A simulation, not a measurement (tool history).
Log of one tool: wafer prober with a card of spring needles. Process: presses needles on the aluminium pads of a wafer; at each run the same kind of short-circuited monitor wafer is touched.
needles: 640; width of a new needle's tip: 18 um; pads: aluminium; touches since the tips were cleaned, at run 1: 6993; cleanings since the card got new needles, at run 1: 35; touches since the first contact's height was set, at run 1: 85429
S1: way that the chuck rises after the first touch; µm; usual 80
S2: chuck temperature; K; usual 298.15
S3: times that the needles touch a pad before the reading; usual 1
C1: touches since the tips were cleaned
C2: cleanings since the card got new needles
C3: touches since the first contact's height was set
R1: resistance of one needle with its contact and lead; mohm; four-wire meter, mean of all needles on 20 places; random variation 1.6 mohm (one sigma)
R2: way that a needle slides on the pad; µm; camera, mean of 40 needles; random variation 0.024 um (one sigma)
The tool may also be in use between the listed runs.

{"run": 1, "day": 0.0, "S1": 80, "S2": 298.15, "S3": 1, "C1": 6993, "C2": 35, "C3": 85429, "R1": 169, "R2": 16.91}
{"day": 0.188, "done": "tips cleaned on abrasive film"}
{"run": 2, "day": 1.188, "S1": 80, "S2": 298.15, "S3": 2, "C1": 7551, "C2": 36, "C3": 94350, "R1": 166, "R2": 16.92}
{"day": 1.375, "done": "tips cleaned on abrasive film"}
{"day": 2.425, "done": "tips cleaned on abrasive film"}
{"run": 3, "day": 3.217, "S1": 80, "S2": 298.15, "S3": 2, "C1": 5980, "C2": 38, "C3": 109608, "R1": 161, "R2": 16.87}
{"day": 3.558, "done": "tips cleaned on abrasive film"}
{"day": 4.633, "done": "tips cleaned on abrasive film"}
{"run": 4, "day": 4.771, "S1": 80, "S2": 298.15, "S3": 2, "C1": 1055, "C2": 40, "C3": 121273, "R1": 152, "R2": 16.84}
{"day": 5.817, "done": "tips cleaned on abrasive film"}
{"run": 5, "day": 6.183, "S1": 80, "S2": 298.15, "S3": 2, "C1": 2755, "C2": 41, "C3": 131890, "R1": 156, "R2": 16.83}
{"day": 6.954, "done": "tips cleaned on abrasive film"}
{"run": 6, "day": 7.554, "S1": 80, "S2": 298.15, "S3": 1, "C1": 4545, "C2": 42, "C3": 142209, "R1": 165, "R2": 16.84}
{"day": 8.008, "done": "tips cleaned on abrasive film"}
{"day": 9.217, "done": "tips cleaned on abrasive film"}
{"run": 7, "day": 9.712, "S1": 80, "S2": 298.15, "S3": 1, "C1": 3751, "C2": 44, "C3": 158442, "R1": 164, "R2": 16.8}
{"day": 10.388, "done": "tips cleaned on abrasive film"}
{"run": 8, "day": 11.371, "S1": 93, "S2": 298.15, "S3": 1, "C1": 7411, "C2": 45, "C3": 170906, "R1": 162, "R2": 19.54}
{"day": 11.462, "done": "tips cleaned on abrasive film, once more"}
{"day": 12.55, "done": "tips cleaned on abrasive film"}
{"run": 9, "day": 12.55, "S1": 93, "S2": 298.15, "S3": 1, "C1": 0, "C2": 47, "C3": 179757, "R1": 149, "R2": 19.53}
{"day": 13.683, "done": "tips cleaned on abrasive film"}
{"run": 10, "day": 14.417, "S1": 79, "S2": 298.15, "S3": 1, "C1": 5553, "C2": 48, "C3": 193801, "R1": 171, "R2": 16.48}
{"day": 14.779, "done": "tips cleaned on abrasive film"}
{"day": 15.879, "done": "tips cleaned on abrasive film"}
{"run": 11, "day": 16.525, "S1": 79, "S2": 298.15, "S3": 1, "C1": 4879, "C2": 50, "C3": 209636, "R1": 169, "R2": 16.52}
{"day": 17.075, "done": "tips cleaned on abrasive film"}
{"day": 18.238, "done": "tips cleaned on abrasive film"}
{"run": 12, "day": 18.371, "S1": 83, "S2": 298.15, "S3": 1, "C1": 1021, "C2": 52, "C3": 223515, "R1": 154, "R2": 17.34}
{"day": 18.954, "done": "height of the first contact set anew"}
{"day": 19.388, "done": "tips cleaned on abrasive film"}
{"run": 13, "day": 19.492, "S1": 83, "S2": 298.15, "S3": 1, "C1": 787, "C2": 53, "C3": 4026, "R1": 151, "R2": 17.68}
{"day": 20.512, "done": "tips cleaned on abrasive film"}
{"run": 14, "day": 21.367, "S1": 83, "S2": 298.15, "S3": 1, "C1": 6464, "C2": 54, "C3": 18142, "R1": 169, "R2": 17.66}
{"day": 21.6, "done": "tips cleaned on abrasive film"}
{"day": 22.775, "done": "tips cleaned on abrasive film"}
{"run": 15, "day": 23.104, "S1": 83, "S2": 298.15, "S3": 1, "C1": 2477, "C2": 56, "C3": 31185, "R1": 159, "R2": 17.61}
{"day": 24.004, "done": "tips cleaned on abrasive film"}
{"run": 16, "day": 24.612, "S1": 83, "S2": 298.15, "S3": 1, "C1": 4598, "C2": 57, "C3": 42534, "R1": 163, "R2": 17.61}
{"day": 25.142, "done": "tips cleaned on abrasive film"}
{"run": 17, "day": 26.017, "S1": 65, "S2": 298.15, "S3": 1, "C1": 6584, "C2": 58, "C3": 53081, "R1": 183, "R2": 13.74}
{"day": 26.221, "done": "tips cleaned on abrasive film"}
{"day": 27.304, "done": "tips cleaned on abrasive film"}
{"run": 18, "day": 27.962, "S1": 65, "S2": 298.15, "S3": 1, "C1": 4993, "C2": 60, "C3": 67720, "R1": 180, "R2": 13.71}
{"day": 28.492, "done": "tips cleaned on abrasive film"}
{"day": 29.583, "done": "tips cleaned on abrasive film"}
{"run": 19, "day": 29.879, "S1": 69, "S2": 298.15, "S3": 1, "C1": 2250, "C2": 62, "C3": 82117, "R1": 167, "R2": 14.56}
{"day": 30.675, "done": "tips cleaned on abrasive film"}
{"run": 20, "day": 31.288, "S1": 63, "S2": 355.15, "S3": 1, "C1": 4648, "C2": 63, "C3": 92715, "R1": 187, "R2": 13.27}
{"day": 31.762, "done": "tips cleaned on abrasive film"}
{"run": 21, "day": 32.279, "S1": 63, "S2": 355.15, "S3": 3, "C1": 3903, "C2": 64, "C3": 100158, "R1": 173, "R2": 13.25}
{"day": 32.854, "done": "tips cleaned on abrasive film"}
{"run": 22, "day": 33.358, "S1": 63, "S2": 355.15, "S3": 3, "C1": 3801, "C2": 65, "C3": 108267, "R1": 175, "R2": 13.23}
{"day": 33.908, "done": "tips cleaned on abrasive film"}
{"run": 23, "day": 34.404, "S1": 80, "S2": 362.15, "S3": 1, "C1": 3747, "C2": 66, "C3": 116116, "R1": 177, "R2": 16.86}
{"day": 35.038, "done": "tips cleaned on abrasive film"}
{"run": 24, "day": 35.3, "S1": 63, "S2": 300.15, "S3": 2, "C1": 2001, "C2": 67, "C3": 122864, "R1": 168, "R2": 13.2}
{"day": 36.183, "done": "tips cleaned on abrasive film"}
{"day": 37.308, "done": "tips cleaned on abrasive film"}
{"run": 25, "day": 37.488, "S1": 63, "S2": 300.15, "S3": 2, "C1": 1333, "C2": 69, "C3": 139280, "R1": 161, "R2": 13.19}
{"day": 38.433, "done": "tips cleaned on abrasive film"}
{"run": 26, "day": 38.696, "S1": 62, "S2": 298.15, "S3": 1, "C1": 2005, "C2": 70, "C3": 148386, "R1": 171, "R2": 12.97}
{"day": 39.488, "done": "tips cleaned on abrasive film"}
{"run": 27, "day": 40.462, "S1": 63, "S2": 298.15, "S3": 1, "C1": 7356, "C2": 71, "C3": 161691, "R1": 188, "R2": 13.17}
{"day": 40.667, "done": "tips cleaned on abrasive film"}
{"day": 41.817, "done": "tips cleaned on abrasive film"}
{"run": 28, "day": 42.475, "S1": 63, "S2": 298.15, "S3": 1, "C1": 4964, "C2": 73, "C3": 176788, "R1": 188, "R2": 13.17}
{"day": 42.971, "done": "tips cleaned on abrasive film"}
{"run": 29, "day": 43.746, "S1": 88, "S2": 361.15, "S3": 1, "C1": 5853, "C2": 74, "C3": 186351, "R1": 173, "R2": 18.46}
{"day": 44.1, "done": "tips cleaned on abrasive film"}
{"day": 45.267, "done": "tips cleaned on abrasive film"}
{"run": 30, "day": 45.925, "S1": 88, "S2": 362.15, "S3": 1, "C1": 4984, "C2": 76, "C3": 202736, "R1": 177, "R2": 18.42}
{"day": 46.367, "done": "tips cleaned on abrasive film"}
{"run": 31, "day": 46.808, "S1": 88, "S2": 362.15, "S3": 1, "C1": 3341, "C2": 77, "C3": 209365, "R1": 172, "R2": 18.4}

3 ways to go on from here, each from the tool as it stands after run 31. What would each give?
{"day": 47.562, "done": "tips cleaned on abrasive film"}
{"day": 48.692, "done": "tips cleaned on abrasive film"}
{"run": "A", "day": 48.825, "S1": 91, "S2": 366.15, "S3": 2, "C1": 1003, "C2": 79, "C3": 224515, "R1": "?", "R2": "?"}
{"day": 47.562, "done": "tips cleaned on abrasive film"}
{"day": 48.692, "done": "tips cleaned on abrasive film"}
{"run": "B", "day": 48.825, "S1": 61, "S2": 362.15, "S3": 2, "C1": 1003, "C2": 79, "C3": 224515, "R1": "?", "R2": "?"}
{"day": 47.562, "done": "tips cleaned on abrasive film"}
{"day": 48.692, "done": "tips cleaned on abrasive film"}
{"run": "C", "day": 48.825, "S1": 80, "S2": 313.15, "S3": 1, "C1": 1003, "C2": 79, "C3": 224515, "R1": "?", "R2": "?"}

run=A R1=164 R2=19.04
run=B R1=174 R2=12.63
run=C R1=160 R2=16.74
Without the tool's hidden state the same runs would have given:
run=A R1=159 R2=19.39
run=B R1=165 R2=12.98
run=C R1=151 R2=17.08
